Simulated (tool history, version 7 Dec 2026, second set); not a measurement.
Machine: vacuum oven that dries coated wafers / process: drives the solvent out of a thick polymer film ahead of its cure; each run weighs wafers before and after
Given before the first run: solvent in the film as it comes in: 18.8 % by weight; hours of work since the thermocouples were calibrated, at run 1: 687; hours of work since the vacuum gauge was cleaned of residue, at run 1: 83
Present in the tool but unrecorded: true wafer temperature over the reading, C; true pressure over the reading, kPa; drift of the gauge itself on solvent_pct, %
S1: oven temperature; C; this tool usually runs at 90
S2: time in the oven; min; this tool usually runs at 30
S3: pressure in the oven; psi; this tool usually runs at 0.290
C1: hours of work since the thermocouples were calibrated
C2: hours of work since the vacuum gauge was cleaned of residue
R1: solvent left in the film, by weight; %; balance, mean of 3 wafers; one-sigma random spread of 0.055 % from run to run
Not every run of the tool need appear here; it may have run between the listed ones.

run 1 hour=0.0 | S1=90 S2=30 S3=0.290 | C1=687 C2=83 | R1=2.01
run 2 hour=7.6 | S1=90 S2=30 S3=0.290 | C1=693 C2=88 | R1=2.04
run 3 hour=19.8 | S1=90 S2=40 S3=0.290 | C1=701 C2=97 | R1=1.24
run 4 hour=27.5 | S1=90 S2=30 S3=0.329 | C1=707 C2=102 | R1=2.13
run 5 hour=33.7 | S1=90 S2=30 S3=0.329 | C1=711 C2=106 | R1=2.13
run 6 hour=45.8 | S1=90 S2=30 S3=0.329 | C1=719 C2=115 | R1=2.14
run 7 hour=55.2 | S1=90 S2=25 S3=0.329 | C1=726 C2=121 | R1=2.72
run 8 hour=67.6 | S1=90 S2=44 S3=0.329 | C1=734 C2=130 | R1=1.13
run 9 hour=76.5 | S1=90 S2=16 S3=0.290 | C1=740 C2=136 | R1=4.99
run 10 hour=87.9 | S1=90 S2=16 S3=0.290 | C1=748 C2=144 | R1=4.82
run 11 hour=95.9 | S1=90 S2=30 S3=0.290 | C1=754 C2=149 | R1=1.97
run 12 hour=103.2 | S1=90 S2=30 S3=0.290 | C1=759 C2=154 | R1=1.96
run 13 hour=113.6 | S1=90 S2=30 S3=0.290 | C1=766 C2=162 | R1=2.03
run 14 hour=126.1 | S1=90 S2=30 S3=0.290 | C1=775 C2=170 | R1=1.90
run 15 hour=131.6 | S1=90 S2=30 S3=0.290 | C1=779 C2=174 | R1=2.16
run 16 hour=142.2 | S1=90 S2=30 S3=0.290 | C1=786 C2=181 | R1=2.06
run 17 hour=148.9 | S1=77 S2=30 S3=0.290 | C1=791 C2=186 | R1=5.46
run 18 hour=155.7 | S1=90 S2=30 S3=0.290 | C1=795 C2=191 | R1=1.95
run 19 hour=161.7 | S1=90 S2=30 S3=0.290 | C1=800 C2=195 | R1=1.93
run 20 hour=169.9 | S1=90 S2=29 S3=0.290 | C1=805 C2=201 | R1=2.03
run 21 hour=182.0 | S1=90 S2=29 S3=0.322 | C1=814 C2=209 | R1=2.05
run 22 hour=191.4 | S1=100 S2=30 S3=0.290 | C1=820 C2=216 | R1=0.75
run 23 hour=203.5 | S1=100 S2=30 S3=0.290 | C1=829 C2=224 | R1=0.64
run 24 hour=216.0 | S1=100 S2=30 S3=0.290 | C1=837 C2=233 | R1=0.61
run 25 hour=222.4 | S1=78 S2=17 S3=0.183 | C1=842 C2=237 | R1=8.26
run 26 hour=233.5 | S1=96 S2=17 S3=0.191 | C1=849 C2=245 | R1=2.73
run 27 hour=241.5 | S1=92 S2=30 S3=0.290 | C1=855 C2=250 | R1=1.71
run 28 hour=249.8 | S1=104 S2=21 S3=0.979 | C1=861 C2=256 | R1=1.49
run 29 hour=258.3 | S1=104 S2=21 S3=0.979 | C1=867 C2=262 | R1=1.55
run 30 hour=266.5 | S1=93 S2=20 S3=0.487 | C1=872 C2=268 | R1=3.17
run 31 hour=276.8 | S1=83 S2=40 S3=0.210 | C1=879 C2=275 | R1=2.40
run 32 hour=283.7 | S1=92 S2=30 S3=0.290 | C1=884 C2=280 | R1=1.53
run 33 hour=292.5 | S1=90 S2=30 S3=0.158 | C1=890 C2=286 | R1=1.66
run 34 hour=298.9 | S1=104 S2=27 S3=0.667 | C1=895 C2=290 | R1=0.91
run 35 hour=306.0 | S1=90 S2=29 S3=0.653 | C1=900 C2=295 | R1=2.59
run 36 hour=311.2 | S1=90 S2=29 S3=0.653 | C1=903 C2=299 | R1=2.63
run 37 hour=319.9 | S1=90 S2=40 S3=0.653 | C1=909 C2=305 | R1=1.82
run 38 hour=331.2 | S1=90 S2=27 S3=0.200 | C1=917 C2=313 | R1=2.11
run 39 hour=339.7 | S1=101 S2=30 S3=0.718 | C1=923 C2=318 | R1=1.16
run 40 hour=351.1 | S1=100 S2=35 S3=0.309 | C1=931 C2=326 | R1=0.47
run 41 hour=359.4 | S1=78 S2=22 S3=0.455 | C1=937 C2=332 | R1=7.24
run 42 hour=367.3 | S1=90 S2=53 S3=0.287 | C1=942 C2=338 | R1=0.78
run 43 hour=372.7 | S1=90 S2=53 S3=0.287 | C1=946 C2=341 | R1=0.81
run 44 hour=379.9 | S1=94 S2=36 S3=0.715 | C1=951 C2=346 | R1=1.56
run 45 hour=391.3 | S1=94 S2=36 S3=0.715 | C1=959 C2=354 | R1=1.44
run 46 hour=398.5 | S1=94 S2=36 S3=0.715 | C1=964 C2=359 | R1=1.57
run 47 hour=410.2 | S1=95 S2=30 S3=1.091 | C1=972 C2=367 | R1=2.27

Branching from run 47: 3 alternative next runs. What would each branch give?
run A hour=415.6 | S1=88 S2=30 S3=0.579 | C1=976 C2=371 | R1=?
run B hour=415.6 | S1=83 S2=30 S3=0.273 | C1=976 C2=371 | R1=?
run C hour=415.6 | S1=103 S2=48 S3=0.421 | C1=976 C2=371 | R1=?

run=A R1=2.92
run=B R1=3.59
run=C R1=0.48
With the hidden condition removed and each run's random variation left untouched, the same runs would have given:
run=A R1=3.37
run=B R1=4.13
run=C R1=0.50

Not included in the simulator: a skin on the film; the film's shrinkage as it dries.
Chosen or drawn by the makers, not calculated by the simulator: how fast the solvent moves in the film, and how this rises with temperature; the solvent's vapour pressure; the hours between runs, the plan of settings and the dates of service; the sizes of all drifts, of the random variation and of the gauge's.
